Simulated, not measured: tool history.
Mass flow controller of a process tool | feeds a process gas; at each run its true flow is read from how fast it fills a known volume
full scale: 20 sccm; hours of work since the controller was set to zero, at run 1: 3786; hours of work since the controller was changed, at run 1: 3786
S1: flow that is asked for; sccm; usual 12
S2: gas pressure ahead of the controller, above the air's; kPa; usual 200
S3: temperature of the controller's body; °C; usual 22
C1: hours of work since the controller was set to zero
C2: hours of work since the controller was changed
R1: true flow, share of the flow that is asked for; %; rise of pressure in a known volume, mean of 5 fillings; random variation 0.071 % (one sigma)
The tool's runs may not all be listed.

{"run": 1, "hour": 0.0, "S1": 12, "S2": 200, "S3": 22, "C1": 3786, "C2": 3786, "R1": 99.61}
{"run": 2, "hour": 165.4, "S1": 12, "S2": 200, "S3": 22, "C1": 3918, "C2": 3918, "R1": 99.72}
{"run": 3, "hour": 364.9, "S1": 12, "S2": 200, "S3": 22, "C1": 4077, "C2": 4077, "R1": 99.8}
{"run": 4, "hour": 568.4, "S1": 12, "S2": 200, "S3": 22, "C1": 4239, "C2": 4239, "R1": 99.7}
{"run": 5, "hour": 707.4, "S1": 12, "S2": 200, "S3": 22, "C1": 4350, "C2": 4350, "R1": 99.68}
{"run": 6, "hour": 836.4, "S1": 12, "S2": 200, "S3": 22, "C1": 4452, "C2": 4452, "R1": 99.61}
{"run": 7, "hour": 991.7, "S1": 12, "S2": 245, "S3": 22, "C1": 4576, "C2": 4576, "R1": 99.88}
{"run": 8, "hour": 1149.7, "S1": 12, "S2": 245, "S3": 22, "C1": 4702, "C2": 4702, "R1": 99.82}
{"run": 9, "hour": 1266.6, "S1": 12, "S2": 200, "S3": 22, "C1": 4795, "C2": 4795, "R1": 99.75}
{"run": 10, "hour": 1462.7, "S1": 12, "S2": 200, "S3": 22, "C1": 4951, "C2": 4951, "R1": 99.68}
{"run": 11, "hour": 1585.0, "S1": 4, "S2": 200, "S3": 22, "C1": 5048, "C2": 5048, "R1": 99.2}
{"run": 12, "hour": 1754.8, "S1": 12, "S2": 200, "S3": 22, "C1": 5184, "C2": 5184, "R1": 99.81}
{"run": 13, "hour": 1966.1, "S1": 12, "S2": 200, "S3": 22, "C1": 5352, "C2": 5352, "R1": 99.41}
{"run": 14, "hour": 2123.7, "S1": 12, "S2": 200, "S3": 22, "C1": 5478, "C2": 5478, "R1": 99.7}
{"run": 15, "hour": 2263.9, "S1": 12, "S2": 251, "S3": 22, "C1": 5589, "C2": 5589, "R1": 99.87}
{"run": 16, "hour": 2440.8, "S1": 12, "S2": 180, "S3": 22, "C1": 5730, "C2": 5730, "R1": 99.43}
{"run": 17, "hour": 2555.6, "S1": 12, "S2": 180, "S3": 22, "C1": 5821, "C2": 5821, "R1": 99.67}
{"run": 18, "hour": 2704.5, "S1": 15, "S2": 200, "S3": 22, "C1": 5940, "C2": 5940, "R1": 99.76}
{"run": 19, "hour": 2849.6, "S1": 15, "S2": 200, "S3": 22, "C1": 6056, "C2": 6056, "R1": 99.9}
{"run": 20, "hour": 3004.4, "S1": 15, "S2": 200, "S3": 33, "C1": 6179, "C2": 6179, "R1": 99.43}
{"run": 21, "hour": 3119.2, "S1": 12, "S2": 198, "S3": 22, "C1": 6270, "C2": 6270, "R1": 99.6}
{"run": 22, "hour": 3287.6, "S1": 3, "S2": 200, "S3": 22, "C1": 6404, "C2": 6404, "R1": 99.23}
{"run": 23, "hour": 3448.1, "S1": 12, "S2": 200, "S3": 21, "C1": 6532, "C2": 6532, "R1": 99.7}
{"run": 24, "hour": 3589.8, "S1": 12, "S2": 200, "S3": 21, "C1": 6645, "C2": 6645, "R1": 99.67}
{"run": 25, "hour": 3690.9, "S1": 15, "S2": 200, "S3": 29, "C1": 6726, "C2": 6726, "R1": 99.62}
{"run": 26, "hour": 3860.3, "S1": 14, "S2": 167, "S3": 29, "C1": 6861, "C2": 6861, "R1": 99.43}
{"run": 27, "hour": 4057.2, "S1": 11, "S2": 214, "S3": 25, "C1": 7017, "C2": 7017, "R1": 99.7}
{"run": 28, "hour": 4268.0, "S1": 11, "S2": 249, "S3": 22, "C1": 7185, "C2": 7185, "R1": 100.0}
{"run": 29, "hour": 4374.9, "S1": 3, "S2": 215, "S3": 23, "C1": 7270, "C2": 7270, "R1": 99.34}
{"run": 30, "hour": 4488.7, "S1": 7, "S2": 147, "S3": 29, "C1": 7361, "C2": 7361, "R1": 98.7}
{"run": 31, "hour": 4697.2, "S1": 10, "S2": 200, "S3": 38, "C1": 7527, "C2": 7527, "R1": 98.94}
{"run": 32, "hour": 4855.0, "S1": 5, "S2": 203, "S3": 38, "C1": 7653, "C2": 7653, "R1": 98.66}
{"run": 33, "hour": 4962.9, "S1": 5, "S2": 203, "S3": 38, "C1": 7739, "C2": 7739, "R1": 98.72}
{"run": 34, "hour": 5072.4, "S1": 5, "S2": 203, "S3": 38, "C1": 7826, "C2": 7826, "R1": 98.77}
{"hour": 5229.8, "done": "controller's zero set anew"}
{"run": 35, "hour": 5288.4, "S1": 2, "S2": 200, "S3": 22, "C1": 47, "C2": 7998, "R1": 99.09}
{"run": 36, "hour": 5501.3, "S1": 8, "S2": 240, "S3": 28, "C1": 216, "C2": 8167, "R1": 99.39}
{"run": 37, "hour": 5705.1, "S1": 11, "S2": 222, "S3": 26, "C1": 379, "C2": 8329, "R1": 99.65}
{"run": 38, "hour": 5877.8, "S1": 3, "S2": 222, "S3": 38, "C1": 516, "C2": 8467, "R1": 98.78}
{"run": 39, "hour": 6052.1, "S1": 3, "S2": 222, "S3": 38, "C1": 655, "C2": 8606, "R1": 98.8}
{"run": 40, "hour": 6204.3, "S1": 5, "S2": 238, "S3": 33, "C1": 776, "C2": 8727, "R1": 99.02}
{"run": 41, "hour": 6319.4, "S1": 5, "S2": 238, "S3": 33, "C1": 868, "C2": 8819, "R1": 99.2}
{"run": 42, "hour": 6462.5, "S1": 5, "S2": 238, "S3": 33, "C1": 982, "C2": 8933, "R1": 99.07}
{"run": 43, "hour": 6626.3, "S1": 4, "S2": 187, "S3": 33, "C1": 1112, "C2": 9063, "R1": 98.78}
{"run": 44, "hour": 6763.0, "S1": 4, "S2": 187, "S3": 34, "C1": 1221, "C2": 9172, "R1": 98.74}

Forecast each of these 4 alternatives for the next run:
{"run": "A", "hour": 6955.2, "S1": 5, "S2": 252, "S3": 22, "C1": 1374, "C2": 9325, "R1": "?"}
{"run": "B", "hour": 6955.2, "S1": 8, "S2": 266, "S3": 34, "C1": 1374, "C2": 9325, "R1": "?"}
{"run": "C", "hour": 6955.2, "S1": 15, "S2": 150, "S3": 20, "C1": 1374, "C2": 9325, "R1": "?"}
{"run": "D", "hour": 6955.2, "S1": 3, "S2": 200, "S3": 23, "C1": 1374, "C2": 9325, "R1": "?"}

run=A R1=99.56
run=B R1=99.44
run=C R1=99.79
run=D R1=99.01
Without the tool's hidden state the same runs would have given:
run=A R1=99.53
run=B R1=99.40
run=C R1=99.75
run=D R1=98.98
